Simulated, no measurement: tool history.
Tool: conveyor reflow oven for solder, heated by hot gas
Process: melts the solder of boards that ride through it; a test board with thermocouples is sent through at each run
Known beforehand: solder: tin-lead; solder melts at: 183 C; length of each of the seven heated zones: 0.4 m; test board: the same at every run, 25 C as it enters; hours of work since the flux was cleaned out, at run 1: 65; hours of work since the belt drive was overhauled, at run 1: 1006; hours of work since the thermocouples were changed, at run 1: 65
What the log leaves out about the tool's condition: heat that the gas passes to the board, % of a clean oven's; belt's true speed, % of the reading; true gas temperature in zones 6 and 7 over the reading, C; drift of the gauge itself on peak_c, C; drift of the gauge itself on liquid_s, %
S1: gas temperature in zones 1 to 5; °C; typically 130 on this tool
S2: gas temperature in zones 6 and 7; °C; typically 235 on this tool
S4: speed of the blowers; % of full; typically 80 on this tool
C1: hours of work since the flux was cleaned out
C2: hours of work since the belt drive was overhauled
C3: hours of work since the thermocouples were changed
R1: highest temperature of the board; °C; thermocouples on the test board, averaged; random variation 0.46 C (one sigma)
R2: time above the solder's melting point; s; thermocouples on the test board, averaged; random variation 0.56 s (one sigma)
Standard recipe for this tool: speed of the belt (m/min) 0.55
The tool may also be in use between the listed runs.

run 1 hour=0 | S1=130 S2=235 speed_of_the_belt_(m/min)=0.55 S4=80 | C1=65 C2=1006 C3=65 | R1=217.7 R2=62.9
run 2 hour=24.2 | S1=130 S2=235 speed_of_the_belt_(m/min)=0.55 S4=80 | C1=80 C2=1021 C3=80 | R1=217 R2=63.5
run 3 hour=57 | S1=130 S2=235 speed_of_the_belt_(m/min)=0.465 S4=80 | C1=101 C2=1042 C3=101 | R1=220.9 R2=80
run 4 hour=87.3 | S1=130 S2=235 speed_of_the_belt_(m/min)=0.465 S4=80 | C1=120 C2=1061 C3=120 | R1=222.4 R2=80.9
run 5 hour=113.5 | S1=130 S2=235 speed_of_the_belt_(m/min)=0.465 S4=80 | C1=137 C2=1077 C3=137 | R1=221.7 R2=80.3
run 6 hour=140.9 | S1=130 S2=235 speed_of_the_belt_(m/min)=0.465 S4=80 | C1=154 C2=1095 C3=154 | R1=221.6 R2=80
run 7 hour=167.7 | S1=130 S2=235 speed_of_the_belt_(m/min)=0.465 S4=80 | C1=171 C2=1112 C3=171 | R1=220.3 R2=79.8
run 8 hour=195 | S1=130 S2=235 speed_of_the_belt_(m/min)=0.583 S4=64 | C1=188 C2=1129 C3=188 | R1=210.3 R2=51.1
run 9 hour=237 | S1=139 S2=248 speed_of_the_belt_(m/min)=0.486 S4=81 | C1=215 C2=1155 C3=215 | R1=232.9 R2=88.1
run 10 hour=258.2 | S1=116 S2=238 speed_of_the_belt_(m/min)=0.55 S4=80 | C1=228 C2=1169 C3=228 | R1=214.7 R2=55.7
-- hour=266.2 flux residue cleaned out of gas plates and filters
run 11 hour=286.2 | S1=116 S2=238 speed_of_the_belt_(m/min)=0.55 S4=80 | C1=13 C2=1183 C3=242 | R1=218.6 R2=58.9
run 12 hour=330.3 | S1=117 S2=241 speed_of_the_belt_(m/min)=0.51 S4=80 | C1=40 C2=1211 C3=270 | R1=222.4 R2=68.4
run 13 hour=368.1 | S1=141 S2=235 speed_of_the_belt_(m/min)=0.455 S4=80 | C1=64 C2=1235 C3=294 | R1=223.8 R2=89.1

Consider 3 possible next runs. They are alternatives, not a sequence: every one starts from the tool as it was left by run 13. What does each give?
run A hour=408.1 | S1=128 S2=243 speed_of_the_belt_(m/min)=0.484 S4=80 | C1=90 C2=1260 C3=319 | R1=? R2=?
run B hour=408.1 | S1=144 S2=227 speed_of_the_belt_(m/min)=0.499 S4=80 | C1=90 C2=1260 C3=319 | R1=? R2=?
run C hour=408.1 | S1=142 S2=243 speed_of_the_belt_(m/min)=0.612 S4=80 | C1=90 C2=1260 C3=319 | R1=? R2=?

run=A R1=227.4 R2=80.3
run=B R1=213.5 R2=73.7
run=C R1=221 R2=62.6
Take away the tool's hidden state, keep each run's random variation, and the runs would have read:
run=A R1=228.9 R2=80.5
run=B R1=215 R2=74.3
run=C R1=222.6 R2=63
